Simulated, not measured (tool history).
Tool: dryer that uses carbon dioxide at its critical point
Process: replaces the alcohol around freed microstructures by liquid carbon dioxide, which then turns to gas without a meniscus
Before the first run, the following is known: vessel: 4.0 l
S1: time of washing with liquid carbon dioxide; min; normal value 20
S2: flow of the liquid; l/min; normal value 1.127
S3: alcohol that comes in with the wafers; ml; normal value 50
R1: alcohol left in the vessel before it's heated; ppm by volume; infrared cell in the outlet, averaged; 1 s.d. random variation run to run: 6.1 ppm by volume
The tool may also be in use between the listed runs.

run 1 hour=0.0 | S1=20 S2=1.127 S3=50 | R1=326
run 2 hour=7.7 | S1=14 S2=1.127 S3=50 | R1=963
run 3 hour=17.9 | S1=20 S2=1.830 S3=50 | R1=74
run 4 hour=32.4 | S1=20 S2=1.830 S3=50 | R1=81
run 5 hour=42.4 | S1=20 S2=1.830 S3=50 | R1=75
run 6 hour=53.0 | S1=20 S2=1.830 S3=50 | R1=82
run 7 hour=59.9 | S1=20 S2=1.090 S3=50 | R1=396
run 8 hour=67.3 | S1=20 S2=1.090 S3=50 | R1=407
run 9 hour=81.6 | S1=20 S2=1.127 S3=50 | R1=382
run 10 hour=88.7 | S1=20 S2=1.127 S3=50 | R1=383
run 11 hour=98.6 | S1=20 S2=1.127 S3=50 | R1=402
run 12 hour=105.7 | S1=20 S2=1.127 S3=50 | R1=411
run 13 hour=116.1 | S1=20 S2=1.127 S3=50 | R1=400
run 14 hour=124.4 | S1=20 S2=1.127 S3=50 | R1=397
run 15 hour=136.8 | S1=20 S2=1.127 S3=50 | R1=406
run 16 hour=143.4 | S1=20 S2=0.920 S3=50 | R1=752
run 17 hour=158.0 | S1=24 S2=0.890 S3=22 | R1=261
run 18 hour=164.6 | S1=14 S2=1.127 S3=43 | R1=968
run 19 hour=177.6 | S1=31 S2=0.970 S3=65 | R1=226
run 20 hour=188.9 | S1=16 S2=1.590 S3=50 | R1=305
run 21 hour=203.6 | S1=15 S2=1.330 S3=69 | R1=838
run 22 hour=210.3 | S1=12 S2=1.840 S3=37 | R1=359
run 23 hour=223.2 | S1=12 S2=1.840 S3=37 | R1=358
run 24 hour=230.8 | S1=12 S2=0.890 S3=37 | R1=1882
run 25 hour=243.0 | S1=12 S2=0.890 S3=37 | R1=1993
run 26 hour=250.2 | S1=12 S2=0.890 S3=37 | R1=1961
run 27 hour=258.8 | S1=26 S2=1.040 S3=33 | R1=235
run 28 hour=269.8 | S1=26 S2=1.040 S3=33 | R1=229
run 29 hour=283.9 | S1=26 S2=1.050 S3=45 | R1=287
run 30 hour=289.9 | S1=13 S2=1.190 S3=45 | R1=1216
run 31 hour=302.2 | S1=13 S2=1.190 S3=45 | R1=1229

How would selected steps in R1 from run to run divide? Give the signed amount a tool lacking its hidden state would still show from settings, what came in and random variation, and the signed amount left for the hidden state, including any gauge scatter that is not in both of the compared results.
Unlogged tool condition in this case: flow that reaches the vessel past the clogged filter, %; alcohol in the recycled carbon dioxide, ppm; drift of the gauge itself on alcohol_ppm, %.
Run 23 -> 24: S2 1.840 -> 0.890. R1 +1524 ppm by volume: hidden state +307, all else +1217.
Run 26 -> 27: S1 12 -> 26, S2 0.890 -> 1.040, S3 37 -> 33. R1 -1726 ppm by volume: hidden state -391, all else -1335.
Run 29 -> 30: S1 26 -> 13, S2 1.050 -> 1.190. R1 +929 ppm by volume: hidden state +314, all else +615.

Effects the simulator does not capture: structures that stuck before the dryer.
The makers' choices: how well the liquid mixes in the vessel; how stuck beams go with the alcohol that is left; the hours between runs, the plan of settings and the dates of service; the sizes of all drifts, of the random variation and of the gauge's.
